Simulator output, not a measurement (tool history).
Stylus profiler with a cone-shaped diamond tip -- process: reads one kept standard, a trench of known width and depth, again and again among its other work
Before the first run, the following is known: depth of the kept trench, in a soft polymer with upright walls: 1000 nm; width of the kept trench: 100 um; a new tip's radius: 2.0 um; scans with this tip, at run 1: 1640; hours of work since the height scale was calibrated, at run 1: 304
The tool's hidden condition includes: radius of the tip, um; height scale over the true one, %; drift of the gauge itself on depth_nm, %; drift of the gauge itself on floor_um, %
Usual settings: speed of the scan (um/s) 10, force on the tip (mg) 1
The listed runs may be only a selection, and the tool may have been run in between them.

run	hour	speed of the scan (um/s)	force on the tip (mg)	scans with this tip	hours of work since the height scale was calibrated	depth of the trench (angstrom)	width of the trench's floor (um)
1	0	10	1	1640	304	10066.2	96.49
2	11.5	10	0.53	1685	312	10042.8	96.48
3	22.3	10	1	1727	320	10068.4	96.47
4	29.3	10	1	1754	325	10068.9	96.44
5	45.7	7	1	1818	337	10069.6	96.48
6	55.4	7	1	1856	344	10070.6	96.5
7	63.7	10	1.39	1888	350	10086.9	96.5
8	71.3	10	1.39	1917	355	10087.4	96.52
9	82.5	10	1.39	1961	363	10082.3	96.52
10	97.6	10	1	2020	374	10068.9	96.52
11	108.5	10	1	2062	382	10071	96.45
12	118.4	10	1	2101	389	10070.1	96.48
13	129.9	10	1	2145	397	10066.3	96.47
14	142.7	10	1.06	2195	406	10073.7	96.52
15	159.5	10	1.06	2260	419	10073.1	96.48
16	175.3	4	1.06	2322	430	10071.7	96.51
17	183.5	4	1.06	2354	436	10073.6	96.53
18	191.3	9	1	2384	441	10066.6	96.49
19	205.3	9	1	2438	451	10071.3	96.56
20	217.2	13	1	2485	460	10063.5	96.47
21	232.9	13	0.38	2546	471	10036.6	96.43
22	243.1	13	0.38	2586	479	10038.3	96.47
23	255.1	13	0.38	2632	487	10035.2	96.48
24	265.4	28	0.63	2672	495	10049.5	96.37
25	280.2	28	0.63	2730	505	10046.1	96.41
26	295.5	37	2.75	2789	516	10132.3	96.43
27	306.6	37	2.75	2832	524	10133.7	96.41
28	319.9	7	0.99	2884	534	10069.7	96.48
29	333.4	7	0.99	2937	544	10069.3	96.45
30	345.3	39	0.91	2983	552	10066.9	96.44
31	357.4	6	0.91	3030	561	10061.8	96.54
32	372.9	6	0.91	3090	572	10063.9	96.51
33	385.6	6	0.91	3140	581	10063	96.54
34	398.2	4	1.25	3189	590	10080	96.49
35	406.7	4	0.56	3222	596	10043.5	96.51
36	416.3	2	2.43	3259	603	10123.8	96.48
37	431.8	14	1	3319	615	10065.6	96.45
38	444.3	14	1	3368	624	10063.9	96.44
39	458	2	2.92	3421	633	10139.3	96.52
40	472.8	4	1.44	3479	644	10087.5	96.5
41	486.3	15	0.86	3532	654	10060.1	96.5
42	494.9	15	0.77	3565	660	10055.2	96.47
43	511.1	10	0.4	3628	672	10040.2	96.49
44	523.7	9	1.54	3677	681	10093.3	96.52
45	538	9	1.54	3733	691	10089.2	96.44
46	548.3	9	1.54	3773	698	10087.4	96.52

Each row is a separate what-if for the run after 46, all from the same tool condition, not one after another. Results?
A	556	10	0.76	3803	704	?	?
B	556	20	2.81	3803	704	?	?
C	556	15	1.54	3803	704	?	?
D	556	8	2.44	3803	704	?	?
E	556	4	1.84	3803	704	?	?

run	depth of the trench (angstrom)	width of the trench's floor (um)
A	10053.5	96.52
B	10136.3	96.49
C	10092.2	96.48
D	10127.4	96.53
E	10101.1	96.51
With no hidden state in the tool, these same runs would have given:
run	depth of the trench (angstrom)	width of the trench's floor (um)
A	10052.9	96.52
B	10135.7	96.49
C	10091.6	96.48
D	10126.9	96.53
E	10100.6	96.51
